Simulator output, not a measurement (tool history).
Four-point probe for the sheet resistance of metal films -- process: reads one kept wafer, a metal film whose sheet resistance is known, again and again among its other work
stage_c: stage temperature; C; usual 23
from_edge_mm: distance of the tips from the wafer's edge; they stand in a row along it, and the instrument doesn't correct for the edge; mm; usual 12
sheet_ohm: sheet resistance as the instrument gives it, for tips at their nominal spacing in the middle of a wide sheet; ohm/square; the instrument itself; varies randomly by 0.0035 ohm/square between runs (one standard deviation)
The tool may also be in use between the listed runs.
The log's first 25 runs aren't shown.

| run | hour | stage_c | from_edge_mm | touches since the probe head was changed | hours of work since the stage's thermometer was calibrated | sheet_ohm |
|---|---|---|---|---|---|---|
| 26 | 336.5 | 28 | 8 | 15626 | 1472 | 17.711338 |
| 27 | 354.8 | 23 | 12 | 16046 | 1483 | 17.507863 |
| 28 | 363.2 | 23 | 12 | 16241 | 1489 | 17.511673 |
| 29 | 372.8 | 29 | 9 | 16462 | 1495 | 17.687918 |
| 30 | 382.5 | 21 | 9 | 16684 | 1501 | 17.553788 |
| 31 | 398.7 | 21 | 17 | 17055 | 1511 | 17.426025 |
| 32 | 414.4 | 21 | 28 | 17418 | 1521 | 17.384404 |
| 33 | 424.7 | 21 | 8 | 17654 | 1527 | 17.601882 |
| 34 | 440.4 | 30 | 72 | 18015 | 1537 | 17.513023 |
| 35 | 458.7 | 23 | 44 | 18436 | 1548 | 17.413524 |
| 36 | 473.7 | 23 | 44 | 18780 | 1558 | 17.413653 |
| 37 | 490.5 | 23 | 12 | 19168 | 1568 | 17.50797 |
| 38 | 505.2 | 29 | 3 | 19505 | 1578 | 19.022924 |
| 39 | 517.4 | 29 | 3 | 19786 | 1585 | 19.02137 |
| 40 | 534.6 | 21 | 25 | 20182 | 1596 | 17.392748 |
| 41 | 542.7 | 21 | 25 | 20367 | 1601 | 17.396757 |

Predict the results of run 42:
| 42 | 560.2 | 29 | 33 | 20769 | 1612 | ? |

sheet_ohm: 17.517153 ohm/square
If the tool had no hidden condition, the same run with the same run-to-run variation would have returned sheet_ohm 17.612391 ohm/square.
